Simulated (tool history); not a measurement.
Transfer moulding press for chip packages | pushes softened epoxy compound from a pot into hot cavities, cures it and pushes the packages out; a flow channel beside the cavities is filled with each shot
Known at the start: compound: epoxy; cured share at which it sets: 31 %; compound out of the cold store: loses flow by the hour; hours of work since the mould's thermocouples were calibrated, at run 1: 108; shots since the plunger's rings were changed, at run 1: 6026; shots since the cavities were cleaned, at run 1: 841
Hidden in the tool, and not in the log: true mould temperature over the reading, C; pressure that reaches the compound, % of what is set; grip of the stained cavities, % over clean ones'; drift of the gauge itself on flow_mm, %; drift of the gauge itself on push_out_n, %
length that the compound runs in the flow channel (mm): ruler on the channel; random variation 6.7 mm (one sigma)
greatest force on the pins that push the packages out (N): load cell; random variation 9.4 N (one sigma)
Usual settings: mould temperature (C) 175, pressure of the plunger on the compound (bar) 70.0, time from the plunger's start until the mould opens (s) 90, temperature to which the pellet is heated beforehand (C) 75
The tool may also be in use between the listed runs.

run	hour	mould temperature (C)	pressure of the plunger on the compound (bar)	time from the plunger's start until the mould opens (s)	temperature to which the pellet is heated beforehand (C)	hours of work since the mould's thermocouples were calibrated	shots since the plunger's rings were changed	shots since the cavities were cleaned	incoming compound's hours out of the cold store	length that the compound runs in the flow channel (mm)	greatest force on the pins that push the packages out (N)
1	0.0	175	70.0	90	75	108	6026	841	16.5	744	427
2	9.8	175	70.0	90	75	115	6172	987	44.2	670	424
3	17.9	175	70.0	90	75	120	6292	1107	45.9	662	410
# hour 22.3: cavities cleaned with cleaning compound and waxed
4	23.6	175	70.0	94	75	123	6354	18	23.7	716	395
5	32.8	175	70.0	90	75	130	6491	155	33.4	692	410
6	39.4	175	70.0	90	75	134	6589	253	42.1	673	407
# hour 43.9: plunger's sealing rings changed
7	48.3	175	70.0	90	75	139	67	350	45.6	673	408
8	55.3	178	70.0	90	75	143	170	453	43.6	664	377
9	62.3	175	70.0	90	75	148	274	557	35.8	690	430
10	71.0	175	70.0	90	75	154	403	686	37.0	677	416
11	77.5	175	70.0	90	75	159	499	782	38.3	678	395
12	84.8	175	70.0	110	75	164	608	891	41.0	680	372
13	89.3	175	60.6	90	82	167	675	958	36.9	629	424
14	97.0	175	60.6	90	82	172	789	1072	45.1	619	426
15	100.9	173	70.0	105	65	175	848	1131	13.4	750	374
# hour 104.0: cavities cleaned with cleaning compound and waxed
16	110.6	175	70.0	106	75	180	970	99	8.6	752	349
17	118.9	175	63.3	90	75	186	1093	222	12.7	705	428
18	128.4	175	63.3	90	75	193	1234	363	17.9	687	427
19	134.0	175	61.4	90	75	196	1318	447	14.5	702	444
20	143.6	173	73.5	90	75	203	1461	590	10.1	774	497
21	149.9	173	73.5	90	75	207	1554	683	23.9	743	478

Forecast each of these 3 alternatives for the next run:
A	156.5	177	73.5	105	75	212	1653	782	19.5	?	?
B	156.5	179	75.8	90	75	212	1653	782	15.2	?	?
C	156.5	171	73.5	89	76	212	1653	782	27.8	?	?

run	length that the compound runs in the flow channel (mm)	greatest force on the pins that push the packages out (N)
A	736	356
B	752	378
C	730	557
Without the tool's hidden state the same runs would have given:
run	length that the compound runs in the flow channel (mm)	greatest force on the pins that push the packages out (N)
A	736	351
B	752	373
C	730	550

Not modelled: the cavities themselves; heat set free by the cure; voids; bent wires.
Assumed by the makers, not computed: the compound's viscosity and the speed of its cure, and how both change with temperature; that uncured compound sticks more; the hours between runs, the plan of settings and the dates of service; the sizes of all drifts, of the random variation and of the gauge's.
